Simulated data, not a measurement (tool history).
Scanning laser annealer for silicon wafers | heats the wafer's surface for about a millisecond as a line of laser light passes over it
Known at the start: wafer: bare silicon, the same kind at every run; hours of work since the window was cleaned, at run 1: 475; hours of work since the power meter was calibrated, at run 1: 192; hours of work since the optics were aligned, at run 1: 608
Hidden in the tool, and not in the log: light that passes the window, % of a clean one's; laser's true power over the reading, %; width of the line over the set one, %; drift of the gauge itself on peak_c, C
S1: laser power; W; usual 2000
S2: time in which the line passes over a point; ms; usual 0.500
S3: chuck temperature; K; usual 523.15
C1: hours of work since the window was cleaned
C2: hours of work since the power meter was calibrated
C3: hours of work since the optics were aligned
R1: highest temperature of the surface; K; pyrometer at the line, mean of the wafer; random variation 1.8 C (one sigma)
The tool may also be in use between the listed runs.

run	hour	S1	S2	S3	C1	C2	C3	R1
1	0.0	2000	0.500	523.15	475	192	608	1206.15
2	14.4	2000	0.510	523.15	486	203	619	1211.15
3	27.2	2000	0.500	490.15	495	213	628	1171.15
4	49.1	2000	0.500	490.15	512	229	645	1173.15
5	74.0	2000	0.394	490.15	531	248	664	1101.15
6	96.4	2000	0.500	523.15	547	264	680	1203.15
# hour 116.3: window over the wafer cleaned
7	123.4	2000	0.500	523.15	5	283	699	1184.15
8	134.7	2000	0.500	552.15	14	292	708	1208.15
9	154.3	2000	0.500	552.15	29	306	722	1213.15
10	179.7	2000	0.500	552.15	48	325	741	1207.15
# hour 195.6: window over the wafer cleaned, once more
11	205.3	2000	0.500	523.15	7	343	759	1234.15
12	222.7	2000	0.500	523.15	20	356	772	1228.15
13	246.5	2000	0.500	523.15	38	374	790	1228.15
14	269.4	2000	0.500	523.15	55	391	807	1230.15
15	288.1	1767	0.500	495.15	69	405	821	1098.15
16	312.5	2186	0.500	490.15	88	424	840	1277.15
17	325.1	1729	0.603	545.15	97	433	849	1180.15
18	349.3	1838	0.513	523.15	115	451	867	1162.15
19	361.2	2000	0.505	514.15	124	460	876	1221.15
20	378.9	1837	0.500	537.15	138	474	890	1165.15
21	397.4	1837	0.457	545.15	152	487	903	1148.15
22	417.8	2031	0.544	562.15	167	503	919	1304.15
23	431.9	2036	0.544	561.15	177	513	929	1301.15
# hour 441.2: optics aligned, line set to its width
24	455.3	2000	0.414	523.15	191	527	11	1177.15
25	471.6	2003	0.500	488.15	203	539	23	1199.15
26	486.8	2000	0.556	523.15	215	551	34	1268.15

3 ways to go on from here, each from the tool as it stands after run 26. What would each give?
A	512.4	1739	0.469	546.15	234	570	53	?
B	512.4	1987	0.512	523.15	234	570	53	?
C	512.4	1891	0.610	543.15	234	570	53	?

run	R1
A	1127.15
B	1235.15
C	1264.15
Without the tool's hidden state the same runs would have given:
run	R1
A	1137.15
B	1248.15
C	1277.15

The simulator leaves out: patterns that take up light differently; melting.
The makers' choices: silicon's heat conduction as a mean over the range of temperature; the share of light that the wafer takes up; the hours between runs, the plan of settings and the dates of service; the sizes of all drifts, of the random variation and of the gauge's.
